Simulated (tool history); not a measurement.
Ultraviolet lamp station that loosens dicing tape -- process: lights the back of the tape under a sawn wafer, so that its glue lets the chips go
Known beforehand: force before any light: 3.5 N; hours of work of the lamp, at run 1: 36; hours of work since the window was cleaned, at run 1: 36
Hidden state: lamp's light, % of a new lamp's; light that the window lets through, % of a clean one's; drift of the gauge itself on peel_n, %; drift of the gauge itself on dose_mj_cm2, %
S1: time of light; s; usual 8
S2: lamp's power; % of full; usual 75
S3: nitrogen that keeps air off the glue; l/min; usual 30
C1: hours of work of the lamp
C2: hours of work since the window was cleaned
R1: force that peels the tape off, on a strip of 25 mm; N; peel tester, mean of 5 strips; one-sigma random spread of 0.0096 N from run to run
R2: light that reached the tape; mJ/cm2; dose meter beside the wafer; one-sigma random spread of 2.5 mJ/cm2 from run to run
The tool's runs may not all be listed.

{"run": 1, "hour": 0.0, "S1": 8, "S2": 75, "S3": 30, "C1": 36, "C2": 36, "R1": 0.456, "R2": 279}
{"run": 2, "hour": 52.1, "S1": 8, "S2": 75, "S3": 30, "C1": 64, "C2": 64, "R1": 0.504, "R2": 267}
{"run": 3, "hour": 94.4, "S1": 8, "S2": 75, "S3": 30, "C1": 87, "C2": 87, "R1": 0.505, "R2": 269}
{"run": 4, "hour": 150.7, "S1": 8, "S2": 75, "S3": 30, "C1": 118, "C2": 118, "R1": 0.54, "R2": 253}
{"run": 5, "hour": 212.1, "S1": 8, "S2": 75, "S3": 30, "C1": 151, "C2": 151, "R1": 0.563, "R2": 241}
{"run": 6, "hour": 254.5, "S1": 8, "S2": 75, "S3": 30, "C1": 173, "C2": 173, "R1": 0.599, "R2": 235}
{"run": 7, "hour": 289.7, "S1": 8, "S2": 75, "S3": 30, "C1": 192, "C2": 192, "R1": 0.617, "R2": 234}
{"hour": 330.2, "done": "window cleaned of glue's vapour"}
{"run": 8, "hour": 362.5, "S1": 8, "S2": 75, "S3": 30, "C1": 231, "C2": 17, "R1": 0.5, "R2": 264}
{"run": 9, "hour": 398.1, "S1": 13, "S2": 75, "S3": 30, "C1": 251, "C2": 37, "R1": 0.23, "R2": 424}
{"run": 10, "hour": 475.1, "S1": 13, "S2": 75, "S3": 30, "C1": 292, "C2": 78, "R1": 0.235, "R2": 403}
{"run": 11, "hour": 536.1, "S1": 13, "S2": 75, "S3": 30, "C1": 325, "C2": 111, "R1": 0.26, "R2": 390}
{"run": 12, "hour": 595.0, "S1": 13, "S2": 75, "S3": 30, "C1": 357, "C2": 143, "R1": 0.287, "R2": 378}
{"run": 13, "hour": 647.2, "S1": 4, "S2": 64, "S3": 28, "C1": 385, "C2": 171, "R1": 1.642, "R2": 94}
{"run": 14, "hour": 695.7, "S1": 8, "S2": 79, "S3": 28, "C1": 411, "C2": 197, "R1": 0.644, "R2": 224}
{"hour": 725.8, "done": "window cleaned of glue's vapour"}
{"run": 15, "hour": 763.2, "S1": 8, "S2": 97, "S3": 30, "C1": 447, "C2": 20, "R1": 0.365, "R2": 324}
{"run": 16, "hour": 842.0, "S1": 10, "S2": 70, "S3": 30, "C1": 490, "C2": 63, "R1": 0.463, "R2": 276}
{"run": 17, "hour": 887.7, "S1": 10, "S2": 70, "S3": 30, "C1": 514, "C2": 87, "R1": 0.487, "R2": 266}
{"run": 18, "hour": 965.0, "S1": 9, "S2": 70, "S3": 30, "C1": 556, "C2": 129, "R1": 0.623, "R2": 229}
{"run": 19, "hour": 1046.2, "S1": 9, "S2": 70, "S3": 30, "C1": 600, "C2": 173, "R1": 0.694, "R2": 219}
{"run": 20, "hour": 1106.2, "S1": 9, "S2": 70, "S3": 30, "C1": 632, "C2": 205, "R1": 0.726, "R2": 211}
{"hour": 1121.7, "done": "window cleaned of glue's vapour"}
{"run": 21, "hour": 1185.9, "S1": 6, "S2": 75, "S3": 26, "C1": 675, "C2": 35, "R1": 0.959, "R2": 175}
{"run": 22, "hour": 1247.4, "S1": 9, "S2": 75, "S3": 10, "C1": 708, "C2": 68, "R1": 0.869, "R2": 249}
{"run": 23, "hour": 1291.9, "S1": 8, "S2": 65, "S3": 18, "C1": 732, "C2": 92, "R1": 0.981, "R2": 184}

3 ways to go on from here, each from the tool as it stands after run 23. What would each give?
{"run": "A", "hour": 1374.4, "S1": 4, "S2": 79, "S3": 32, "C1": 776, "C2": 136, "R1": "?", "R2": "?"}
{"run": "B", "hour": 1374.4, "S1": 8, "S2": 92, "S3": 18, "C1": 776, "C2": 136, "R1": "?", "R2": "?"}
{"run": "C", "hour": 1374.4, "S1": 12, "S2": 69, "S3": 21, "C1": 776, "C2": 136, "R1": "?", "R2": "?"}

run=A R1=1.488 R2=110
run=B R1=0.688 R2=250
run=C R1=0.516 R2=286
Without the tool's unlogged condition, the same runs would have read:
run=A R1=1.018 R2=161
run=B R1=0.366 R2=367
run=C R1=0.265 R2=418
